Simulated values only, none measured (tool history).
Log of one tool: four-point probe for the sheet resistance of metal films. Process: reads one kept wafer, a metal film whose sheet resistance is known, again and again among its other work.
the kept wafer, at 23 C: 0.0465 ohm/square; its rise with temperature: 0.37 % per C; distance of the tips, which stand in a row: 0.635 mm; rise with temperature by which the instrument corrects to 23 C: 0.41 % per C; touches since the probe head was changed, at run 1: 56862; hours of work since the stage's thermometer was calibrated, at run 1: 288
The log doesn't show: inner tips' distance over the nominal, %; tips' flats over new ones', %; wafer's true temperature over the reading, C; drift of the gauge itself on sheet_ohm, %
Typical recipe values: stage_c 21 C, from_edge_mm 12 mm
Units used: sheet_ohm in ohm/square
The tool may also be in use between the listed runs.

run	day	stage_c	from_edge_mm	touches since the probe head was changed	hours of work since the stage's thermometer was calibrated	sheet_ohm
1	0.000	21	12	56862	288	0.047046
2	0.362	21	12	57257	295	0.047062
3	0.983	19	12	57934	306	0.047085
4	1.612	19	12	58616	318	0.047088
5	2.079	24	12	59124	327	0.047011
6	2.529	25	20	59615	336	0.046941
7	2.812	25	20	59927	341	0.046932
8	3.296	25	8	60451	350	0.047073
9	3.867	21	6	61075	361	0.047269
10	4.379	33	24	61633	371	0.046799

For some of the steps in sheet_ohm from one run to the next: how much would appear even if the tool had no hidden state, given the settings, what came in and random variation, and how much remains for the hidden state plus any gauge scatter that the measured result and the result without hidden state don't share?
Run 2 -> 3: stage_c 21 -> 19. sheet_ohm +0.000023 ohm/square: hidden state +0.000005, all else +0.000018.
Run 9 -> 10: stage_c 21 -> 33, from_edge_mm 6 -> 24. sheet_ohm -0.000470 ohm/square: hidden state -0.000001, all else -0.000469.

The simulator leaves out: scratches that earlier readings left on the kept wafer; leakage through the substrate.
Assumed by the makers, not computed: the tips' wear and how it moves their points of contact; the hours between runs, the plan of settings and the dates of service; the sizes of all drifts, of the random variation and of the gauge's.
